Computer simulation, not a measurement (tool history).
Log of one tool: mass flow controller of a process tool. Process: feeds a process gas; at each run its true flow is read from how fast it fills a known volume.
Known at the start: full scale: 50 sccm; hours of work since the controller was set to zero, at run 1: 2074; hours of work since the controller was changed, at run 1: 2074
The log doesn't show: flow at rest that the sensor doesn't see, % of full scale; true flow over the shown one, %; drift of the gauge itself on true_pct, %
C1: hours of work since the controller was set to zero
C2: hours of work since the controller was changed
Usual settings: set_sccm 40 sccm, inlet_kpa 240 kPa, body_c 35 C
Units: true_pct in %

run 1 hour=0.0 | set_sccm=40 inlet_kpa=240 body_c=35 | C1=2074 C2=2074 | true_pct=100.43
run 2 hour=243.2 | set_sccm=40 inlet_kpa=240 body_c=35 | C1=2252 C2=2252 | true_pct=100.37
run 3 hour=499.7 | set_sccm=32 inlet_kpa=240 body_c=35 | C1=2439 C2=2439 | true_pct=100.46
run 4 hour=742.4 | set_sccm=32 inlet_kpa=240 body_c=28 | C1=2616 C2=2616 | true_pct=99.77
run 5 hour=926.7 | set_sccm=32 inlet_kpa=240 body_c=28 | C1=2750 C2=2750 | true_pct=99.98
run 6 hour=1156.1 | set_sccm=40 inlet_kpa=225 body_c=35 | C1=2917 C2=2917 | true_pct=100.57
run 7 hour=1306.1 | set_sccm=40 inlet_kpa=225 body_c=35 | C1=3027 C2=3027 | true_pct=100.46
run 8 hour=1481.5 | set_sccm=40 inlet_kpa=225 body_c=35 | C1=3155 C2=3155 | true_pct=100.48
run 9 hour=1698.3 | set_sccm=32 inlet_kpa=194 body_c=35 | C1=3313 C2=3313 | true_pct=100.59
run 10 hour=1935.7 | set_sccm=7 inlet_kpa=240 body_c=35 | C1=3486 C2=3486 | true_pct=100.04
run 11 hour=2208.1 | set_sccm=7 inlet_kpa=240 body_c=35 | C1=3685 C2=3685 | true_pct=100.03
run 12 hour=2456.1 | set_sccm=40 inlet_kpa=166 body_c=35 | C1=3865 C2=3865 | true_pct=100.74
run 13 hour=2688.5 | set_sccm=14 inlet_kpa=207 body_c=40 | C1=4035 C2=4035 | true_pct=100.64

Run 14 comes next. What will it give?
run 14 hour=2944.5 | set_sccm=14 inlet_kpa=207 body_c=40 | C1=4221 C2=4221 | true_pct=?

Run 14 gave true_pct 100.84 %.
Without the tool's hidden state the same run would have given true_pct 100.85 %.
